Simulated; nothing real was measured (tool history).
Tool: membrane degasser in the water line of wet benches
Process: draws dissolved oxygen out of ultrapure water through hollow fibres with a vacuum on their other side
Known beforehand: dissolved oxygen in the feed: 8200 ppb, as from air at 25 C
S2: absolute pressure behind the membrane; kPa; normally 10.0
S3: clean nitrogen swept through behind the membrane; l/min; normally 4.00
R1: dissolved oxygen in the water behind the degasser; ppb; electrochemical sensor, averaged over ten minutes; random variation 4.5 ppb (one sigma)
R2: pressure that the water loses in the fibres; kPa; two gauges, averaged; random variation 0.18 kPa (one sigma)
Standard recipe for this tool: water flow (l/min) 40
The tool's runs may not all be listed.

{"run": 1, "hour": 0.0, "water flow (l/min)": 40, "S2": 10.0, "S3": 4.0, "R1": 478.7, "R2": 34.43}
{"run": 2, "hour": 60.7, "water flow (l/min)": 40, "S2": 10.0, "S3": 2.27, "R1": 562.5, "R2": 34.51}
{"run": 3, "hour": 146.5, "water flow (l/min)": 40, "S2": 10.0, "S3": 4.0, "R1": 468.1, "R2": 34.42}
{"run": 4, "hour": 210.2, "water flow (l/min)": 40, "S2": 10.0, "S3": 4.0, "R1": 469.1, "R2": 34.7}
{"run": 5, "hour": 285.5, "water flow (l/min)": 40, "S2": 10.0, "S3": 4.0, "R1": 466.3, "R2": 34.63}
{"hour": 361.8, "done": "vacuum gauge calibrated"}
{"run": 6, "hour": 379.5, "water flow (l/min)": 40, "S2": 17.7, "S3": 4.0, "R1": 624.4, "R2": 34.46}
{"run": 7, "hour": 471.0, "water flow (l/min)": 53, "S2": 10.0, "S3": 4.0, "R1": 800.5, "R2": 45.58}
{"run": 8, "hour": 584.0, "water flow (l/min)": 35, "S2": 10.0, "S3": 4.0, "R1": 356.2, "R2": 30.14}
{"run": 9, "hour": 657.5, "water flow (l/min)": 35, "S2": 10.0, "S3": 4.0, "R1": 355.2, "R2": 30.25}
{"run": 10, "hour": 750.5, "water flow (l/min)": 35, "S2": 10.0, "S3": 4.0, "R1": 353.9, "R2": 30.07}
{"run": 11, "hour": 799.6, "water flow (l/min)": 35, "S2": 10.0, "S3": 4.0, "R1": 360.7, "R2": 30.1}
{"run": 12, "hour": 879.9, "water flow (l/min)": 35, "S2": 10.0, "S3": 4.0, "R1": 358.5, "R2": 30.23}
{"run": 13, "hour": 955.0, "water flow (l/min)": 40, "S2": 10.0, "S3": 4.0, "R1": 473.0, "R2": 34.99}
{"run": 14, "hour": 1042.1, "water flow (l/min)": 40, "S2": 10.0, "S3": 4.0, "R1": 470.9, "R2": 34.72}
{"run": 15, "hour": 1116.1, "water flow (l/min)": 40, "S2": 10.0, "S3": 4.0, "R1": 467.3, "R2": 34.66}
{"run": 16, "hour": 1222.8, "water flow (l/min)": 40, "S2": 6.8, "S3": 4.0, "R1": 405.0, "R2": 34.6}
{"run": 17, "hour": 1296.3, "water flow (l/min)": 40, "S2": 10.0, "S3": 4.0, "R1": 473.7, "R2": 34.66}
{"run": 18, "hour": 1356.6, "water flow (l/min)": 40, "S2": 10.0, "S3": 4.0, "R1": 476.8, "R2": 34.97}
{"run": 19, "hour": 1404.5, "water flow (l/min)": 40, "S2": 10.0, "S3": 4.0, "R1": 477.8, "R2": 34.41}
{"run": 20, "hour": 1501.6, "water flow (l/min)": 40, "S2": 10.0, "S3": 9.82, "R1": 395.0, "R2": 34.95}
{"run": 21, "hour": 1589.6, "water flow (l/min)": 40, "S2": 10.0, "S3": 9.82, "R1": 392.5, "R2": 34.61}
{"run": 22, "hour": 1701.1, "water flow (l/min)": 40, "S2": 10.0, "S3": 9.82, "R1": 385.2, "R2": 34.62}
{"run": 23, "hour": 1778.8, "water flow (l/min)": 40, "S2": 10.0, "S3": 9.82, "R1": 396.7, "R2": 34.86}
{"run": 24, "hour": 1838.6, "water flow (l/min)": 51, "S2": 21.7, "S3": 4.0, "R1": 1049.7, "R2": 44.62}
{"run": 25, "hour": 1915.4, "water flow (l/min)": 40, "S2": 10.0, "S3": 3.04, "R1": 511.0, "R2": 35.23}
{"run": 26, "hour": 1965.0, "water flow (l/min)": 40, "S2": 10.0, "S3": 3.04, "R1": 522.6, "R2": 34.64}
{"run": 27, "hour": 2074.3, "water flow (l/min)": 40, "S2": 15.3, "S3": 1.74, "R1": 868.2, "R2": 35.01}
{"run": 28, "hour": 2171.5, "water flow (l/min)": 40, "S2": 15.3, "S3": 1.74, "R1": 871.5, "R2": 35.13}
{"run": 29, "hour": 2238.9, "water flow (l/min)": 30, "S2": 10.0, "S3": 8.58, "R1": 198.7, "R2": 26.23}
{"run": 30, "hour": 2308.8, "water flow (l/min)": 26, "S2": 7.5, "S3": 5.73, "R1": 135.2, "R2": 22.56}
{"run": 31, "hour": 2390.7, "water flow (l/min)": 26, "S2": 7.5, "S3": 5.73, "R1": 133.0, "R2": 22.67}
{"run": 32, "hour": 2495.4, "water flow (l/min)": 26, "S2": 7.5, "S3": 5.73, "R1": 136.7, "R2": 22.7}
{"run": 33, "hour": 2560.3, "water flow (l/min)": 35, "S2": 12.8, "S3": 4.0, "R1": 421.3, "R2": 30.42}

How would selected steps in R1 from run to run divide? Give the signed amount a tool lacking its hidden state would still show from settings, what came in and random variation, and the signed amount left for the hidden state, including any gauge scatter that is not in both of the compared results.
The tool's hidden condition here consists of: membrane still open, %; true pressure behind the membrane over the reading, kPa; air that leaks in behind the membrane, l/min; drift of the gauge itself on oxygen_ppb, %; drift of the gauge itself on loss_of_pressure_kpa, %.
Run 7 -> 8: water flow (l/min) 53 -> 35. R1 -444.3 ppb: hidden state -11.1, all else -433.2.
Run 23 -> 24: water flow (l/min) 40 -> 51, S2 10.0 -> 21.7, S3 9.82 -> 4.00. R1 +653.0 ppb: hidden state +9.0, all else +644.0.
Run 24 -> 25: water flow (l/min) 51 -> 40, S2 21.7 -> 10.0, S3 4.00 -> 3.04. R1 -538.7 ppb: hidden state -8.9, all else -529.8.
Run 28 -> 29: water flow (l/min) 40 -> 30, S2 15.3 -> 10.0, S3 1.74 -> 8.58. R1 -672.8 ppb: hidden state -10.5, all else -662.3.
Run 32 -> 33: water flow (l/min) 26 -> 35, S2 7.5 -> 12.8, S3 5.73 -> 4.00. R1 +284.6 ppb: hidden state +11.3, all else +273.3.
